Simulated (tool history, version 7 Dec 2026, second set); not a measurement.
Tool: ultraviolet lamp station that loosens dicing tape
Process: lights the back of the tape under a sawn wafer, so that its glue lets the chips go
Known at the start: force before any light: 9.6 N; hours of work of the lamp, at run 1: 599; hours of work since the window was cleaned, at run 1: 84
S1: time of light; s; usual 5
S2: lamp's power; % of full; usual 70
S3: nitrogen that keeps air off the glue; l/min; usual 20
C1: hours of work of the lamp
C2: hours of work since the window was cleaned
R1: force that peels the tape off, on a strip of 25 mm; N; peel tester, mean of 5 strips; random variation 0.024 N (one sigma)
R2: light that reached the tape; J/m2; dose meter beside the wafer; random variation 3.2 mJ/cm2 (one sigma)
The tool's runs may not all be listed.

run 1 day=0 | S1=5 S2=70 S3=20 | C1=599 C2=84 | R1=1.158 R2=5020
run 2 day=0.733 | S1=5 S2=70 S3=20 | C1=609 C2=94 | R1=1.181 R2=5030
run 3 day=1.529 | S1=5 S2=70 S3=6 | C1=621 C2=106 | R1=2.408 R2=4960
run 4 day=2.608 | S1=5 S2=70 S3=6 | C1=636 C2=121 | R1=2.458 R2=5020
run 5 day=3.379 | S1=9 S2=70 S3=6 | C1=648 C2=133 | R1=0.914 R2=9090
run 6 day=4.333 | S1=9 S2=70 S3=6 | C1=661 C2=146 | R1=0.956 R2=9030
run 7 day=5.167 | S1=9 S2=70 S3=6 | C1=673 C2=158 | R1=0.94 R2=9010
run 8 day=5.675 | S1=9 S2=89 S3=6 | C1=681 C2=166 | R1=0.557 R2=11410
run 9 day=6.567 | S1=9 S2=89 S3=6 | C1=694 C2=179 | R1=0.561 R2=11450
run 10 day=7.233 | S1=9 S2=89 S3=6 | C1=703 C2=188 | R1=0.552 R2=11380
run 11 day=8.112 | S1=5 S2=70 S3=20 | C1=716 C2=201 | R1=1.17 R2=5020
run 12 day=8.629 | S1=5 S2=70 S3=20 | C1=723 C2=208 | R1=1.175 R2=4950
run 13 day=9.129 | S1=5 S2=70 S3=20 | C1=730 C2=215 | R1=1.154 R2=5010
run 14 day=9.767 | S1=5 S2=70 S3=20 | C1=740 C2=225 | R1=1.168 R2=5010
run 15 day=10.792 | S1=5 S2=70 S3=28 | C1=754 C2=239 | R1=0.92 R2=4980
run 16 day=11.362 | S1=5 S2=67 S3=20 | C1=763 C2=248 | R1=1.295 R2=4780
run 17 day=12.279 | S1=5 S2=66 S3=20 | C1=776 C2=261 | R1=1.273 R2=4730
run 18 day=13.242 | S1=5 S2=66 S3=9 | C1=790 C2=275 | R1=2.073 R2=4720
run 19 day=14.317 | S1=3 S2=76 S3=8 | C1=805 C2=290 | R1=3.465 R2=3230
run 20 day=15.067 | S1=2 S2=61 S3=8 | C1=816 C2=301 | R1=5.562 R2=1750
run 21 day=15.733 | S1=3 S2=60 S3=17 | C1=826 C2=311 | R1=3.336 R2=2590
run 22 day=16.688 | S1=6 S2=60 S3=17 | C1=840 C2=324 | R1=1.239 R2=5120
run 23 day=17.433 | S1=6 S2=83 S3=9 | C1=850 C2=335 | R1=1.021 R2=7070
run 24 day=18.258 | S1=8 S2=70 S3=15 | C1=862 C2=347 | R1=0.569 R2=8020
run 25 day=19.121 | S1=4 S2=70 S3=17 | C1=875 C2=360 | R1=1.836 R2=4010
run 26 day=19.975 | S1=4 S2=70 S3=17 | C1=887 C2=372 | R1=1.871 R2=3990
run 27 day=20.7 | S1=5 S2=84 S3=20 | C1=897 C2=382 | R1=0.815 R2=5980

Forecast each of these 5 alternatives for the next run:
-- day=21.625 lamp changed
run A day=21.796 | S1=6 S2=84 S3=8 | C1=2 C2=398 | R1=? R2=?
-- day=21.625 lamp changed
run B day=21.796 | S1=8 S2=88 S3=37 | C1=2 C2=398 | R1=? R2=?
-- day=21.625 lamp changed
run C day=21.796 | S1=5 S2=67 S3=9 | C1=2 C2=398 | R1=? R2=?
-- day=21.625 lamp changed
run D day=21.796 | S1=5 S2=75 S3=29 | C1=2 C2=398 | R1=? R2=?
-- day=21.625 lamp changed
run E day=21.796 | S1=2 S2=84 S3=34 | C1=2 C2=398 | R1=? R2=?

run=A R1=1.101 R2=7220
run=B R1=0.236 R2=10180
run=C R1=2.053 R2=4760
run=D R1=0.786 R2=5380
run=E R1=2.789 R2=2390
Without the tool's hidden state the same runs would have given:
run=A R1=1.098 R2=7230
run=B R1=0.236 R2=10190
run=C R1=2.049 R2=4760
run=D R1=0.784 R2=5380
run=E R1=2.785 R2=2400

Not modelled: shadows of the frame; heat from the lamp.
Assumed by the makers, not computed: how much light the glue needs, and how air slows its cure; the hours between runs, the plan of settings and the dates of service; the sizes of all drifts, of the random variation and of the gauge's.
